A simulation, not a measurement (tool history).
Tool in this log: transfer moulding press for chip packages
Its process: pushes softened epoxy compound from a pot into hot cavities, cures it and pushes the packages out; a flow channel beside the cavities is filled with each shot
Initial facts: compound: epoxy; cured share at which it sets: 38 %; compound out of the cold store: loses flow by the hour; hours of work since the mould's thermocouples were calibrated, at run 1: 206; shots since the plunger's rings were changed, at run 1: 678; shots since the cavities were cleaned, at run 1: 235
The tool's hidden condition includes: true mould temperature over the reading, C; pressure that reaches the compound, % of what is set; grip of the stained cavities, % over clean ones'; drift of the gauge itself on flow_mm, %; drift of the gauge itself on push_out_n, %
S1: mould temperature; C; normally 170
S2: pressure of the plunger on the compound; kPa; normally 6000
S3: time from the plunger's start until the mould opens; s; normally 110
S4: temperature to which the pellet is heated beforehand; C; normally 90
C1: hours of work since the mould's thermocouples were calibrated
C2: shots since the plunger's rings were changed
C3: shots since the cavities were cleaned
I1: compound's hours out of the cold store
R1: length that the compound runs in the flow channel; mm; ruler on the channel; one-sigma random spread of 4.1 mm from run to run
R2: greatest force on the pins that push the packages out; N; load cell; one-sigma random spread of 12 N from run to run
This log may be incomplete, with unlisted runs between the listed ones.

Run 1, hour 0: usual settings; C1 206; C2 678; C3 235; I1 16.3. Result: R1 825 mm, R2 858 N.
Run 2, hour 17.8: usual settings but S1 168 C; C1 215; C2 824; C3 381; I1 24.9. Result: R1 827 mm, R2 1145 N.
At hour 27.6: cavities cleaned with cleaning compound and waxed.
Run 3, hour 41.9: usual settings but S1 168 C; C1 226; C2 1009; C3 117; I1 43.4. Result: R1 784 mm, R2 840 N.
Run 4, hour 59.1: usual settings but S1 168 C, S4 99 C; C1 235; C2 1150; C3 258; I1 35.1. Result: R1 805 mm, R2 1058 N.
At hour 83: cavities cleaned with cleaning compound and waxed.
Run 5, hour 91.5: usual settings but S1 168 C, S2 5980 kPa, S4 99 C; C1 250; C2 1404; C3 70; I1 17.4. Result: R1 830 mm, R2 807 N.
Run 6, hour 125.7: usual settings; C1 268; C2 1684; C3 350; I1 8.7. Result: R1 837 mm, R2 1051 N.
At hour 139.8: cavities cleaned with cleaning compound and waxed.
Run 7, hour 146.4: usual settings but S3 130 s; C1 277; C2 1841; C3 54; I1 10.9. Result: R1 828 mm, R2 543 N.
Run 8, hour 163.9: usual settings but S3 130 s; C1 286; C2 1985; C3 198; I1 30.1. Result: R1 796 mm, R2 704 N.
At hour 198: cavities cleaned with cleaning compound and waxed.
Run 9, hour 202.5: usual settings; C1 305; C2 2289; C3 37; I1 26.6. Result: R1 793 mm, R2 651 N.
At hour 208.2: mould's thermocouples calibrated.
Run 10, hour 225.7: usual settings; C1 9; C2 2463; C3 211; I1 23. Result: R1 801 mm, R2 889 N.
Run 11, hour 252.2: usual settings; C1 22; C2 2680; C3 428; I1 20. Result: R1 810 mm, R2 1078 N.
At hour 256.8: cavities cleaned with cleaning compound and waxed.
Run 12, hour 283.4: usual settings but S2 6860 kPa; C1 37; C2 2924; C3 218; I1 17.9. Result: R1 872 mm, R2 936 N.
At hour 315.4: cavities cleaned with cleaning compound and waxed.
Run 13, hour 320.7: usual settings; C1 55; C2 3217; C3 43; I1 47.7. Result: R1 755 mm, R2 635 N.
Run 14, hour 349.2: usual settings but S4 91 C; C1 70; C2 3451; C3 277; I1 47.9. Result: R1 756 mm, R2 957 N.

Expected results for the next run?
At hour 370.9: cavities cleaned with cleaning compound and waxed.
Run 15, hour 375.8: usual settings but S4 91 C; C1 83; C2 3657; C3 40; I1 15.3. Result: R1 ?, R2 ?.

R1: 805 mm
R2: 691 N
On a tool with no hidden condition, and with the same random variation, this run would have come out at R1 838 mm, R2 566 N.

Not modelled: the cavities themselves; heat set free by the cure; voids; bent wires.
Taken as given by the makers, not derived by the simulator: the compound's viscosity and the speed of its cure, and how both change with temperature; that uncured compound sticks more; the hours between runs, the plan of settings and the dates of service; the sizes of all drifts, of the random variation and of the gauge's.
